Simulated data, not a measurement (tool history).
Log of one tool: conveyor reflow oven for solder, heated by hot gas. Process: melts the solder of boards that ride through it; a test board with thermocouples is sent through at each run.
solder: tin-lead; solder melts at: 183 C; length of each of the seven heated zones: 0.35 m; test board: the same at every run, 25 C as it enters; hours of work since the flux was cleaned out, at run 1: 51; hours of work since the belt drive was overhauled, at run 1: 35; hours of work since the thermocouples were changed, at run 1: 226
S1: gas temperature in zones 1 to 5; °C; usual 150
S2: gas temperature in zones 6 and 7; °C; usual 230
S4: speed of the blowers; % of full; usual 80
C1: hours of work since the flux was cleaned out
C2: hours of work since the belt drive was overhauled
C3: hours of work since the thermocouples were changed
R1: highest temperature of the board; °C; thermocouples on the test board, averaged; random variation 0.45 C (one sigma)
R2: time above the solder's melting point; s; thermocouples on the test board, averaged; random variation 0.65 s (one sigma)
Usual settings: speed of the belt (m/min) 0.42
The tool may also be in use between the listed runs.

{"run": 1, "hour": 0.0, "S1": 150, "S2": 230, "speed of the belt (m/min)": 0.42, "S4": 80, "C1": 51, "C2": 35, "C3": 226, "R1": 215, "R2": 79.8}
{"run": 2, "hour": 9.1, "S1": 150, "S2": 230, "speed of the belt (m/min)": 0.42, "S4": 80, "C1": 57, "C2": 40, "C3": 231, "R1": 215.9, "R2": 79.4}
{"run": 3, "hour": 14.6, "S1": 150, "S2": 230, "speed of the belt (m/min)": 0.42, "S4": 80, "C1": 60, "C2": 44, "C3": 235, "R1": 213.9, "R2": 78.3}
{"run": 4, "hour": 22.9, "S1": 150, "S2": 230, "speed of the belt (m/min)": 0.42, "S4": 80, "C1": 65, "C2": 48, "C3": 240, "R1": 215.1, "R2": 79}
{"run": 5, "hour": 32.4, "S1": 150, "S2": 230, "speed of the belt (m/min)": 0.42, "S4": 80, "C1": 71, "C2": 54, "C3": 245, "R1": 214.8, "R2": 78.5}
{"run": 6, "hour": 40.4, "S1": 150, "S2": 230, "speed of the belt (m/min)": 0.353, "S4": 80, "C1": 76, "C2": 59, "C3": 250, "R1": 218.8, "R2": 98.6}
{"run": 7, "hour": 49.1, "S1": 150, "S2": 230, "speed of the belt (m/min)": 0.42, "S4": 76, "C1": 81, "C2": 64, "C3": 255, "R1": 214.4, "R2": 78.4}
{"run": 8, "hour": 56.1, "S1": 150, "S2": 245, "speed of the belt (m/min)": 0.42, "S4": 80, "C1": 85, "C2": 68, "C3": 259, "R1": 228, "R2": 89.6}
{"run": 9, "hour": 62.0, "S1": 150, "S2": 245, "speed of the belt (m/min)": 0.42, "S4": 80, "C1": 89, "C2": 72, "C3": 263, "R1": 227.1, "R2": 88.8}
{"run": 10, "hour": 70.5, "S1": 150, "S2": 245, "speed of the belt (m/min)": 0.436, "S4": 80, "C1": 94, "C2": 77, "C3": 268, "R1": 225.9, "R2": 86.5}
{"run": 11, "hour": 80.0, "S1": 150, "S2": 245, "speed of the belt (m/min)": 0.436, "S4": 80, "C1": 99, "C2": 83, "C3": 274, "R1": 225.9, "R2": 85.6}
{"run": 12, "hour": 85.0, "S1": 150, "S2": 230, "speed of the belt (m/min)": 0.42, "S4": 80, "C1": 102, "C2": 86, "C3": 277, "R1": 214.9, "R2": 77.7}
{"run": 13, "hour": 93.4, "S1": 150, "S2": 230, "speed of the belt (m/min)": 0.42, "S4": 80, "C1": 107, "C2": 91, "C3": 282, "R1": 214.7, "R2": 77.7}
{"run": 14, "hour": 101.6, "S1": 150, "S2": 230, "speed of the belt (m/min)": 0.42, "S4": 80, "C1": 112, "C2": 96, "C3": 287, "R1": 214.2, "R2": 77.7}
{"run": 15, "hour": 106.1, "S1": 150, "S2": 230, "speed of the belt (m/min)": 0.42, "S4": 58, "C1": 115, "C2": 98, "C3": 289, "R1": 209.3, "R2": 71.7}
{"run": 16, "hour": 115.3, "S1": 150, "S2": 237, "speed of the belt (m/min)": 0.42, "S4": 80, "C1": 120, "C2": 104, "C3": 295, "R1": 220.2, "R2": 83.7}
{"run": 17, "hour": 122.9, "S1": 150, "S2": 230, "speed of the belt (m/min)": 0.414, "S4": 77, "C1": 125, "C2": 108, "C3": 299, "R1": 214.4, "R2": 79.2}
{"run": 18, "hour": 128.1, "S1": 150, "S2": 230, "speed of the belt (m/min)": 0.414, "S4": 77, "C1": 128, "C2": 111, "C3": 303, "R1": 213.9, "R2": 79.2}
{"hour": 133.9, "done": "flux residue cleaned out of gas plates and filters"}
{"run": 19, "hour": 137.2, "S1": 149, "S2": 219, "speed of the belt (m/min)": 0.42, "S4": 80, "C1": 2, "C2": 114, "C3": 305, "R1": 204.1, "R2": 65.1}
{"run": 20, "hour": 142.9, "S1": 153, "S2": 221, "speed of the belt (m/min)": 0.42, "S4": 58, "C1": 5, "C2": 117, "C3": 308, "R1": 203.5, "R2": 63.2}
{"run": 21, "hour": 151.5, "S1": 162, "S2": 227, "speed of the belt (m/min)": 0.457, "S4": 63, "C1": 11, "C2": 122, "C3": 314, "R1": 209.3, "R2": 70.6}
{"run": 22, "hour": 160.7, "S1": 157, "S2": 230, "speed of the belt (m/min)": 0.462, "S4": 53, "C1": 16, "C2": 128, "C3": 319, "R1": 206.8, "R2": 63.5}
{"run": 23, "hour": 165.0, "S1": 157, "S2": 230, "speed of the belt (m/min)": 0.369, "S4": 53, "C1": 19, "C2": 130, "C3": 322, "R1": 213.6, "R2": 92.7}
{"run": 24, "hour": 173.2, "S1": 151, "S2": 223, "speed of the belt (m/min)": 0.346, "S4": 68, "C1": 24, "C2": 135, "C3": 327, "R1": 210.6, "R2": 92.2}
{"hour": 180.5, "done": "flux residue cleaned out of gas plates and filters, once more"}
{"run": 25, "hour": 185.2, "S1": 164, "S2": 230, "speed of the belt (m/min)": 0.431, "S4": 80, "C1": 3, "C2": 140, "C3": 331, "R1": 216.4, "R2": 88}
{"run": 26, "hour": 192.5, "S1": 164, "S2": 230, "speed of the belt (m/min)": 0.431, "S4": 56, "C1": 7, "C2": 144, "C3": 335, "R1": 211.7, "R2": 82}
{"run": 27, "hour": 201.4, "S1": 164, "S2": 234, "speed of the belt (m/min)": 0.445, "S4": 82, "C1": 13, "C2": 149, "C3": 340, "R1": 220.8, "R2": 88}
{"run": 28, "hour": 207.3, "S1": 159, "S2": 234, "speed of the belt (m/min)": 0.445, "S4": 68, "C1": 16, "C2": 153, "C3": 344, "R1": 217.1, "R2": 79.3}
{"run": 29, "hour": 212.9, "S1": 149, "S2": 235, "speed of the belt (m/min)": 0.445, "S4": 80, "C1": 19, "C2": 156, "C3": 347, "R1": 217.8, "R2": 76.6}
{"run": 30, "hour": 219.6, "S1": 149, "S2": 235, "speed of the belt (m/min)": 0.445, "S4": 80, "C1": 23, "C2": 160, "C3": 351, "R1": 217.8, "R2": 76.5}

Hidden state or all else? Some run-to-run changes of R1, split into what the settings, what came in and random variation would give without the hidden state, and what is left for the hidden state (with any gauge scatter that isn't in both results):
The hidden state here: heat that the gas passes to the board, % of a clean oven's; belt's true speed, % of the reading; true gas temperature in zones 6 and 7 over the reading, C; drift of the gauge itself on peak_c, C; drift of the gauge itself on liquid_s, %.
Run 7 -> 8: S2 230 -> 245, S4 76 -> 80. R1 +13.6 °C: hidden state +0, all else +13.6.
Run 11 -> 12: S2 245 -> 230, speed of the belt (m/min) 0.436 -> 0.42. R1 -11 °C: hidden state +0.1, all else -11.1.
Run 15 -> 16: S2 230 -> 237, S4 58 -> 80. R1 +10.9 °C: hidden state -0.3, all else +11.2.
Run 18 -> 19: S1 150 -> 149, S2 230 -> 219, speed of the belt (m/min) 0.414 -> 0.42, S4 77 -> 80, flux residue cleaned out of gas plates and filters. R1 -9.8 °C: hidden state -0.4, all else -9.4.
Run 24 -> 25: S1 151 -> 164, S2 223 -> 230, speed of the belt (m/min) 0.346 -> 0.431, S4 68 -> 80, flux residue cleaned out of gas plates and filters, once more. R1 +5.8 °C: hidden state +1, all else +4.8.

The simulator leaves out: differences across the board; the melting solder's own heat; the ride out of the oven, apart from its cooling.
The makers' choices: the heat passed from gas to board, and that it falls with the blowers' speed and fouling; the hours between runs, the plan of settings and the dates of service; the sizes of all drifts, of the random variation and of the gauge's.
